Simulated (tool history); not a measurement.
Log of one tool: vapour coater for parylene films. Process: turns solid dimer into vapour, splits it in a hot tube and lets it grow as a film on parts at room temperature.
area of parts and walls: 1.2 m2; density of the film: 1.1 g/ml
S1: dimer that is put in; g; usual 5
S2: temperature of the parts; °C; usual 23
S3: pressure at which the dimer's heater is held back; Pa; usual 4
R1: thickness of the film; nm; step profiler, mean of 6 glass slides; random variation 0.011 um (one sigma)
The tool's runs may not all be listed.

run,hour,S1,S2,S3,R1
1,0,5,23,4,2210
2,17,5,23,4,2160
3,32.3,5,23,4,2160
4,45.5,2,23,4,870
5,60.9,2,23,4,860
6,79.6,5,23,4,2170
7,91,7,23,4,3040
8,112.5,7,23,11.67,2720
9,139.5,7,23,11.67,2700
10,156,5,23,5.35,2080
11,170.5,5,23,7.36,2020
12,195.2,5,23,4,2090
13,216.7,5,23,4,2130
14,232.7,5,23,4,2120
15,245.2,5,23,4,2130
16,262.5,5,23,4,2100
17,275.6,5,23,4,2090
18,288.7,5,23,4,2120
19,301.1,5,23,9.92,1910
20,318.4,5,23,4,2090
21,330.1,5,19,4,2500
22,350.2,5,19,4,2530
23,374.6,5,20,4,2400
# hour 384.6: trap's valve overhauled
24,402.1,5,23,4,2210
25,428.2,5,23,4,2190
26,444.4,5,32,7.99,1340
27,463.5,4,32,8.12,1070
28,487.3,4,32,5.95,1090
29,505.9,5,32,5.95,1360
30,531,5,27,5.95,1730
31,549.9,7,32,4,1970
32,568.1,3,19,10.53,1400
33,581.9,6,16,10.26,3240
34,608.1,5,20,8.77,2290
35,628.7,5,19,4.26,2560
36,641.5,3,35,4,720
37,666.4,3,35,4,720
38,677.6,3,35,4,720
39,699.8,2,31,7.99,530
40,722.4,2,31,7.99,530
41,746.5,3,26,2.82,1120
42,764.5,5,19,8.55,2350
43,785.8,5,19,8.55,2340
44,802.2,3,23,8.84,1150
# hour 807.4: trap's valve overhauled
45,826.2,7,18,4,3970
46,845.2,8,30,3.11,2590
47,860.7,7,30,2.16,2360

The same runs without the tool's hidden state, with the same run-to-run variation:
The hidden state here: vapour lost through the trap's worn valve, %; true temperature of the parts over the reading, C; drift of the gauge itself on film_um, %.
run,R1
1,2230
2,2180
3,2190
4,880
5,880
6,2200
7,3100
8,2780
9,2770
10,2140
11,2090
12,2170
13,2210
14,2200
15,2220
16,2190
17,2190
18,2220
19,2010
20,2200
21,2640
22,2670
23,2540
24,2210
25,2200
26,1350
27,1080
28,1100
29,1380
30,1770
31,2020
32,1430
33,3330
34,2370
35,2640
36,740
37,750
38,750
39,560
40,550
41,1180
42,2480
43,2470
44,1220
45,3920
46,2570
47,2350
